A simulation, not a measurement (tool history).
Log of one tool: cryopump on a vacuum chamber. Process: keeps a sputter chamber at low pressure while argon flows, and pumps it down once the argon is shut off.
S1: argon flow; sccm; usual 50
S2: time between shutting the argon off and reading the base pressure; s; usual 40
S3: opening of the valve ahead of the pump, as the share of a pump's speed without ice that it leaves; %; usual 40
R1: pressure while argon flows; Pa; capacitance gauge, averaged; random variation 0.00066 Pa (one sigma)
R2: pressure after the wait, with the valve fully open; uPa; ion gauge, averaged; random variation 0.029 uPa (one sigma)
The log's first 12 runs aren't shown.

| run | hour | S1 | S2 | S3 | R1 | R2 |
|---|---|---|---|---|---|---|
| 13 | 474.4 | 37 | 40 | 45 | 0.0748 | 2.37 |
| 14 | 508.1 | 37 | 40 | 45 | 0.0762 | 2.42 |
| 15 | 543.2 | 37 | 40 | 45 | 0.0758 | 2.46 |
| 16 | 594.6 | 50 | 40 | 40 | 0.1149 | 2.45 |
| 17 | 624.4 | 50 | 40 | 40 | 0.1148 | 2.45 |
| 18 | 661.9 | 50 | 40 | 40 | 0.1162 | 2.43 |
| 19 | 690.9 | 80 | 179 | 19 | 0.3739 | 1.58 |
| 20 | 713.4 | 34 | 54 | 56 | 0.0574 | 2.15 |
| 21 | 754.4 | 50 | 272 | 22 | 0.2039 | 1.49 |
| 22 | 780.1 | 50 | 243 | 21 | 0.2160 | 1.57 |
| 23 | 808.0 | 50 | 243 | 44 | 0.1077 | 1.50 |

Forecast run 24:
|  | 822.6 | pump warmed up, emptied and cooled again |
| 24 | 854.4 | 50 | 40 | 18 | ? | ? |

{"run 24": {"R1": 0.2428, "R2": 2.34}}
Without the tool's hidden state the same run would have given R1 0.2419 Pa, R2 1.37 uPa.
